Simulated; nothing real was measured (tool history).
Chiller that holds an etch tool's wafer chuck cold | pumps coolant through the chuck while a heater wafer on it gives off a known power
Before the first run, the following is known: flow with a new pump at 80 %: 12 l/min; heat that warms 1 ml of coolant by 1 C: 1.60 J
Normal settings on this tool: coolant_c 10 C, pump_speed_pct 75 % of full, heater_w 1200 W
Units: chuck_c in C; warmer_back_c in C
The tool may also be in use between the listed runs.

run,hour,coolant_c,pump_speed_pct,heater_w,chuck_c,warmer_back_c
1,0,10,75,1200,27.1,4.12
2,85.3,10,75,1200,27.2,4.1
3,170.3,10,75,1200,27.2,4.21
4,242.2,10,75,1200,27.5,4.2
5,278.4,10,75,1200,27.3,4.19
6,336.4,10,86,1200,25.4,3.66
7,422.5,10,75,1200,27.4,4.19
8,508.4,9,75,1200,26.3,4.23
9,575.8,9,75,1200,26.4,4.2
10,643.7,9,75,1200,26.6,4.23
11,689.5,9,75,1200,26.6,4.28
12,745.9,9,75,1200,26.6,4.22
13,810.9,9,75,1200,26.8,4.25
14,868.2,10,80,1200,26.6,4
15,952.7,10,80,1200,26.7,4.03
# hour 963.2: coolant pump overhauled
16,1039.5,16,75,608,25,2.32
17,1100.1,16,75,608,24.9,2.23
18,1174.3,5,72,1281,25.4,5.02
19,1218.2,5,72,1281,25.4,5.03
20,1267.4,12,72,993,27.8,3.85
21,1333.6,12,72,993,27.9,3.88
22,1374.5,12,72,993,27.9,3.88
23,1420.7,10,75,818,22.5,3.07
# hour 1463.9: chiller's thermometer calibrated
24,1468.1,16,75,1078,33.5,4.05
# hour 1486: coolant pump overhauled, once more
25,1541.8,13,82,1711,36.2,5.24
# hour 1569.5: coolant changed, channels flushed
26,1621.4,13,82,1711,34.2,5.25
27,1701.7,10,68,1200,27.6,4.46
28,1737.2,18,85,1673,38.2,4.92
29,1783.1,9,72,796,20.1,2.79

3 options for the next run, each taken on its own from the tool as it stands now. Forecast them:
A,1831.6,9,77,680,?,?
B,1831.6,17,72,695,?,?
C,1831.6,3,75,684,?,?

run,chuck_c,warmer_back_c
A,18,2.24
B,26.7,2.43
C,12.3,2.28
Without the tool's unlogged condition, the same runs would have read:
run,chuck_c,warmer_back_c
A,17.9,2.22
B,26.5,2.4
C,12.2,2.26

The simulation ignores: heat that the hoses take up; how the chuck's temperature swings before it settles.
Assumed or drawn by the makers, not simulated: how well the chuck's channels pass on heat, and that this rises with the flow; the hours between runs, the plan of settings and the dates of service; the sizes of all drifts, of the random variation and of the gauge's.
